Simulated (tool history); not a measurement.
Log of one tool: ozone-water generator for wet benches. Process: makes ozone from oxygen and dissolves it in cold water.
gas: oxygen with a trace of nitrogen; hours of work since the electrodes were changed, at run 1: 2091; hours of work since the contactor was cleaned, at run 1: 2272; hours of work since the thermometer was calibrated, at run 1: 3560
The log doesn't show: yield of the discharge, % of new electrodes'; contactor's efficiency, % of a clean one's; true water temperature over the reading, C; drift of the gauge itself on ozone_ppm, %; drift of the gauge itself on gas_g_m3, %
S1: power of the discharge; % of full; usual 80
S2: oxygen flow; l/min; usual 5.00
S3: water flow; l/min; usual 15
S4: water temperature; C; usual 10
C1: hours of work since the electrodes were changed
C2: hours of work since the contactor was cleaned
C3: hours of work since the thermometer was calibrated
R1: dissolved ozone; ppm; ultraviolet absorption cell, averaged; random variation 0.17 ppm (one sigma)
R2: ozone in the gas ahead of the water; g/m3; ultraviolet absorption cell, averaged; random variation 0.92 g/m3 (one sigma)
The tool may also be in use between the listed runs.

| run | hour | S1 | S2 | S3 | S4 | C1 | C2 | C3 | R1 | R2 |
|---|---|---|---|---|---|---|---|---|---|---|
| 1 | 0.0 | 80 | 5.00 | 15 | 10 | 2091 | 2272 | 3560 | 22.6 | 150.9 |
| 2 | 74.3 | 80 | 5.00 | 15 | 10 | 2141 | 2322 | 3611 | 22.4 | 151.2 |
|  | 82.2 | water thermometer calibrated |
| 3 | 154.1 | 80 | 5.00 | 15 | 10 | 2195 | 2376 | 49 | 22.8 | 149.3 |
| 4 | 229.7 | 80 | 5.00 | 15 | 10 | 2247 | 2427 | 100 | 22.5 | 150.2 |
| 5 | 284.1 | 80 | 5.00 | 15 | 10 | 2283 | 2464 | 137 | 22.9 | 147.2 |
| 6 | 324.1 | 80 | 5.00 | 15 | 10 | 2311 | 2491 | 164 | 22.8 | 149.0 |
| 7 | 373.1 | 80 | 5.00 | 15 | 10 | 2344 | 2525 | 198 | 22.8 | 150.7 |
| 8 | 460.2 | 80 | 5.00 | 15 | 10 | 2403 | 2584 | 257 | 22.7 | 150.1 |
| 9 | 512.0 | 80 | 5.00 | 15 | 10 | 2438 | 2619 | 292 | 22.4 | 148.2 |
| 10 | 560.8 | 95 | 5.00 | 15 | 10 | 2471 | 2652 | 325 | 25.5 | 165.9 |
| 11 | 620.1 | 95 | 5.00 | 15 | 8 | 2512 | 2692 | 365 | 25.9 | 168.1 |
| 12 | 683.0 | 76 | 5.00 | 15 | 10 | 2554 | 2735 | 408 | 22.0 | 143.7 |
| 13 | 748.5 | 76 | 5.00 | 15 | 10 | 2599 | 2780 | 453 | 21.5 | 143.2 |
| 14 | 835.7 | 76 | 5.00 | 15 | 10 | 2658 | 2839 | 512 | 21.3 | 142.9 |
| 15 | 922.2 | 76 | 5.00 | 15 | 10 | 2717 | 2898 | 571 | 21.6 | 145.1 |
| 16 | 985.5 | 80 | 5.00 | 9 | 10 | 2760 | 2941 | 614 | 30.4 | 147.3 |
| 17 | 1042.5 | 80 | 5.00 | 9 | 10 | 2799 | 2979 | 652 | 30.8 | 148.1 |
| 18 | 1093.8 | 80 | 5.00 | 9 | 10 | 2834 | 3014 | 687 | 30.6 | 148.5 |
| 19 | 1141.9 | 45 | 3.11 | 10 | 8 | 2866 | 3047 | 720 | 21.2 | 134.1 |
| 20 | 1209.7 | 45 | 3.11 | 10 | 8 | 2912 | 3093 | 766 | 21.1 | 134.6 |
| 21 | 1250.9 | 98 | 5.00 | 15 | 7 | 2940 | 3121 | 794 | 27.0 | 171.3 |
| 22 | 1315.5 | 42 | 5.00 | 15 | 12 | 2984 | 3165 | 838 | 13.4 | 93.5 |
| 23 | 1380.3 | 49 | 5.00 | 15 | 10 | 3028 | 3209 | 882 | 15.9 | 105.8 |
| 24 | 1460.3 | 99 | 7.71 | 12 | 11 | 3082 | 3263 | 936 | 26.6 | 130.7 |
| 25 | 1539.4 | 99 | 7.71 | 12 | 11 | 3136 | 3317 | 990 | 26.8 | 130.2 |
| 26 | 1620.1 | 81 | 2.55 | 15 | 10 | 3191 | 3372 | 1045 | 22.8 | 232.6 |
| 27 | 1694.4 | 80 | 7.14 | 12 | 10 | 3241 | 3422 | 1095 | 23.3 | 116.4 |
| 28 | 1741.6 | 80 | 7.14 | 12 | 10 | 3274 | 3454 | 1127 | 23.6 | 116.7 |
| 29 | 1779.0 | 80 | 7.14 | 12 | 10 | 3299 | 3480 | 1153 | 23.7 | 115.9 |
| 30 | 1860.0 | 80 | 7.92 | 15 | 6 | 3354 | 3535 | 1208 | 21.8 | 110.1 |
| 31 | 1907.3 | 79 | 3.95 | 11 | 7 | 3386 | 3567 | 1240 | 28.8 | 170.1 |
| 32 | 1983.8 | 61 | 5.00 | 15 | 8 | 3438 | 3619 | 1292 | 18.8 | 121.2 |

3 ways to go on from here, each from the tool as it stands after run 32. What would each give?
| A | 2041.6 | 44 | 5.00 | 16 | 10 | 3477 | 3658 | 1331 | ? | ? |
| B | 2041.6 | 80 | 5.00 | 12 | 10 | 3477 | 3658 | 1331 | ? | ? |
| C | 2041.6 | 44 | 5.00 | 22 | 8 | 3477 | 3658 | 1331 | ? | ? |

| run | R1 | R2 |
|---|---|---|
| A | 13.8 | 96.4 |
| B | 25.2 | 147.1 |
| C | 10.9 | 96.7 |
Without the tool's hidden state the same runs would have given:
| run | R1 | R2 |
|---|---|---|
| A | 14.8 | 99.4 |
| B | 27.4 | 154.7 |
| C | 11.7 | 99.7 |

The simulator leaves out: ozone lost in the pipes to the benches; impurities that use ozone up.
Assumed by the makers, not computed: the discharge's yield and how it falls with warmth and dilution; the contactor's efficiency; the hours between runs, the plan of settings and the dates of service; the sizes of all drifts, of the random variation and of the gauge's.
